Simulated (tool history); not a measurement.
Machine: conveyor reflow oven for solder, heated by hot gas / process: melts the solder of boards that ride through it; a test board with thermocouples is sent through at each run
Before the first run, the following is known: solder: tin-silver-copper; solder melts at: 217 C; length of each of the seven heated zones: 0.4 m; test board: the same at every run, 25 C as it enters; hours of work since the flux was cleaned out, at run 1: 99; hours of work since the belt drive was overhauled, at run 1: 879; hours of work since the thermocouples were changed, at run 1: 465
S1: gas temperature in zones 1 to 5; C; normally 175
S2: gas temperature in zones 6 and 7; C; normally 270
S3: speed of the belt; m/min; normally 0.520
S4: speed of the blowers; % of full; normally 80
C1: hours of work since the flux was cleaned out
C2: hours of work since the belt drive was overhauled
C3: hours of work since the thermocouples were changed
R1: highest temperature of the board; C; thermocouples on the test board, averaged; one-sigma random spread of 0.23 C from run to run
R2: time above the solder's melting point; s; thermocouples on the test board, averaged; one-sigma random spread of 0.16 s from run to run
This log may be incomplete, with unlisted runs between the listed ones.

{"run": 1, "hour": 0.0, "S1": 175, "S2": 270, "S3": 0.52, "S4": 80, "C1": 99, "C2": 879, "C3": 465, "R1": 256.9, "R2": 76.0}
{"run": 2, "hour": 40.0, "S1": 175, "S2": 270, "S3": 0.52, "S4": 51, "C1": 122, "C2": 902, "C3": 488, "R1": 248.8, "R2": 66.3}
{"run": 3, "hour": 88.5, "S1": 175, "S2": 270, "S3": 0.52, "S4": 63, "C1": 150, "C2": 930, "C3": 516, "R1": 252.5, "R2": 71.2}
{"run": 4, "hour": 132.3, "S1": 175, "S2": 270, "S3": 0.52, "S4": 63, "C1": 176, "C2": 956, "C3": 542, "R1": 252.5, "R2": 70.8}
{"hour": 179.8, "done": "flux residue cleaned out of gas plates and filters"}
{"run": 5, "hour": 179.8, "S1": 175, "S2": 270, "S3": 0.52, "S4": 63, "C1": 0, "C2": 980, "C3": 567, "R1": 251.1, "R2": 69.4}
{"run": 6, "hour": 242.1, "S1": 175, "S2": 270, "S3": 0.52, "S4": 63, "C1": 36, "C2": 1017, "C3": 603, "R1": 250.9, "R2": 69.1}
{"run": 7, "hour": 294.4, "S1": 175, "S2": 270, "S3": 0.52, "S4": 63, "C1": 67, "C2": 1047, "C3": 633, "R1": 250.4, "R2": 68.6}
{"run": 8, "hour": 358.0, "S1": 175, "S2": 270, "S3": 0.52, "S4": 63, "C1": 104, "C2": 1084, "C3": 670, "R1": 250.2, "R2": 68.2}
{"run": 9, "hour": 393.3, "S1": 175, "S2": 270, "S3": 0.52, "S4": 63, "C1": 124, "C2": 1105, "C3": 691, "R1": 250.0, "R2": 67.9}
{"run": 10, "hour": 420.8, "S1": 175, "S2": 270, "S3": 0.52, "S4": 63, "C1": 140, "C2": 1121, "C3": 707, "R1": 249.7, "R2": 68.0}
{"run": 11, "hour": 455.5, "S1": 175, "S2": 270, "S3": 0.52, "S4": 63, "C1": 160, "C2": 1141, "C3": 727, "R1": 249.2, "R2": 67.7}
{"hour": 481.3, "done": "flux residue cleaned out of gas plates and filters, once more"}
{"run": 12, "hour": 508.0, "S1": 175, "S2": 270, "S3": 0.52, "S4": 63, "C1": 16, "C2": 1168, "C3": 755, "R1": 253.1, "R2": 72.4}
{"run": 13, "hour": 570.3, "S1": 175, "S2": 270, "S3": 0.52, "S4": 65, "C1": 52, "C2": 1205, "C3": 791, "R1": 253.8, "R2": 72.7}
{"run": 14, "hour": 601.6, "S1": 175, "S2": 278, "S3": 0.52, "S4": 80, "C1": 70, "C2": 1223, "C3": 809, "R1": 264.1, "R2": 80.8}
{"run": 15, "hour": 651.9, "S1": 175, "S2": 278, "S3": 0.52, "S4": 80, "C1": 99, "C2": 1252, "C3": 838, "R1": 263.9, "R2": 81.1}
{"run": 16, "hour": 696.8, "S1": 175, "S2": 278, "S3": 0.52, "S4": 80, "C1": 125, "C2": 1278, "C3": 864, "R1": 263.2, "R2": 80.9}
{"run": 17, "hour": 759.3, "S1": 175, "S2": 270, "S3": 0.602, "S4": 60, "C1": 162, "C2": 1314, "C3": 901, "R1": 246.1, "R2": 54.2}
{"run": 18, "hour": 792.5, "S1": 175, "S2": 270, "S3": 0.602, "S4": 60, "C1": 181, "C2": 1334, "C3": 920, "R1": 245.5, "R2": 53.9}
{"hour": 830.5, "done": "flux residue cleaned out of gas plates and filters"}
{"run": 19, "hour": 834.9, "S1": 175, "S2": 277, "S3": 0.602, "S4": 55, "C1": 3, "C2": 1355, "C3": 942, "R1": 251.3, "R2": 59.2}
{"run": 20, "hour": 871.0, "S1": 189, "S2": 270, "S3": 0.52, "S4": 80, "C1": 24, "C2": 1376, "C3": 963, "R1": 258.8, "R2": 85.1}
{"run": 21, "hour": 928.7, "S1": 168, "S2": 276, "S3": 0.462, "S4": 72, "C1": 57, "C2": 1410, "C3": 996, "R1": 262.7, "R2": 88.7}
{"run": 22, "hour": 968.7, "S1": 168, "S2": 276, "S3": 0.462, "S4": 72, "C1": 80, "C2": 1433, "C3": 1019, "R1": 262.5, "R2": 88.5}
{"run": 23, "hour": 1035.7, "S1": 175, "S2": 264, "S3": 0.52, "S4": 55, "C1": 119, "C2": 1472, "C3": 1058, "R1": 244.7, "R2": 63.9}
{"hour": 1079.0, "done": "thermocouples of zones 6 and 7 changed"}
{"run": 24, "hour": 1086.7, "S1": 181, "S2": 273, "S3": 0.585, "S4": 70, "C1": 148, "C2": 1501, "C3": 5, "R1": 255.4, "R2": 68.3}
{"run": 25, "hour": 1141.8, "S1": 188, "S2": 275, "S3": 0.52, "S4": 80, "C1": 180, "C2": 1533, "C3": 37, "R1": 263.7, "R2": 87.2}
{"hour": 1181.2, "done": "flux residue cleaned out of gas plates and filters"}
{"run": 26, "hour": 1194.8, "S1": 188, "S2": 275, "S3": 0.52, "S4": 80, "C1": 8, "C2": 1560, "C3": 64, "R1": 264.6, "R2": 88.0}
{"run": 27, "hour": 1250.0, "S1": 181, "S2": 275, "S3": 0.528, "S4": 88, "C1": 40, "C2": 1593, "C3": 96, "R1": 264.6, "R2": 83.9}
{"run": 28, "hour": 1295.4, "S1": 172, "S2": 268, "S3": 0.517, "S4": 89, "C1": 66, "C2": 1619, "C3": 123, "R1": 257.3, "R2": 78.0}
{"run": 29, "hour": 1328.5, "S1": 172, "S2": 268, "S3": 0.517, "S4": 89, "C1": 86, "C2": 1638, "C3": 142, "R1": 257.6, "R2": 77.7}

Branching from run 29: 3 alternative next runs. What would each branch give?
{"run": "A", "hour": 1386.6, "S1": 172, "S2": 268, "S3": 0.619, "S4": 88, "C1": 119, "C2": 1672, "C3": 176, "R1": "?", "R2": "?"}
{"run": "B", "hour": 1386.6, "S1": 165, "S2": 270, "S3": 0.6, "S4": 84, "C1": 119, "C2": 1672, "C3": 176, "R1": "?", "R2": "?"}
{"run": "C", "hour": 1386.6, "S1": 174, "S2": 270, "S3": 0.52, "S4": 88, "C1": 119, "C2": 1672, "C3": 176, "R1": "?", "R2": "?"}

run=A R1=252.2 R2=59.7
run=B R1=253.2 R2=59.7
run=C R1=258.9 R2=78.8
With the hidden condition removed and each run's random variation left untouched, the same runs would have given:
run=A R1=252.9 R2=57.7
run=B R1=253.8 R2=57.6
run=C R1=259.6 R2=75.9
